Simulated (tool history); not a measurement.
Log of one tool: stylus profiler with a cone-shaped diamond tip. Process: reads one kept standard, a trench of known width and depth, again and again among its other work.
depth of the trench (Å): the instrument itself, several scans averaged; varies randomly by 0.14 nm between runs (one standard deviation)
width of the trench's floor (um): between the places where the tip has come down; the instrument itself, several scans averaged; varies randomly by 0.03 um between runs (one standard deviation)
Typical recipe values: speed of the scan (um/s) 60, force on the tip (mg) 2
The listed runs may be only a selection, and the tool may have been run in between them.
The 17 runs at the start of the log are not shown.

run    hour  speed of the scan (um/s)  force on the tip (mg)  depth of the trench (Å)  width of the trench's floor (um)
 18   767.5                        20                      2                   5071.6                             25.23
 19   803.3                        20                      2                   5073.1                             25.16
 20   861.5                        20                      2                   5078.2                             25.18
 21   905.5                        20                      2                   5075.3                              25.1
 22   969.5                        20                   0.68                   5045.3                             24.98
 23   998.5                        52                   3.66                   5114.7                             25.01
 24  1055.3                        38                   0.79                   5046.1                              24.9
 25  1119.6                        72                   1.38                   5061.6                             24.84
 26  1167.2                       131                   1.19                   5060.7                             24.52
 27  1199.3                        33                   4.84                   5136.8                             24.96
 28  1228.9                        85                   3.74                     5117                             24.82
 29    1278                        22                   0.99                   5055.3                              24.9
 30  1342.1                        77                   0.76                   5052.1                             24.57
 31  1402.1                       163                   2.51                   5095.9                             24.48
 32  1445.5                       163                   2.51                   5094.5                             24.41
 33  1509.5                        32                   1.42                   5073.1                             24.74
 34  1549.9                        35                      2                   5087.4                             24.72
 35  1608.7                        35                      2                   5088.9                             24.68
 36  1656.2                        81                   1.12                   5067.1                             24.44
 37  1683.4                       198                   5.35                   5153.1                             24.35
 38  1712.9                       224                   1.13                   5068.2                             23.68
 39  1741.6                        26                   2.55                   5102.8                             24.72
 40  1796.6                       121                   2.47                   5104.9                             24.35

Branching from run 40: 4 alternative next runs. What would each branch give?
  A  1859.5                        41                   3.11                        ?                                 ?
  B  1859.5                       161                      2                        ?                                 ?
  C  1859.5                        74                    0.8                        ?                                 ?
  D  1859.5                        41                   5.66                        ?                                 ?

run  depth of the trench (Å)  width of the trench's floor (um)
  A                   5116.4                             24.62
  B                     5088                             24.13
  C                   5060.5                              24.3
  D                   5162.2                             24.63
With the hidden condition removed and each run's random variation left untouched, the same runs would have given:
run  depth of the trench (Å)  width of the trench's floor (um)
  A                   5091.3                             26.91
  B                   5063.1                             26.42
  C                   5035.8                             26.59
  D                     5137                             26.92
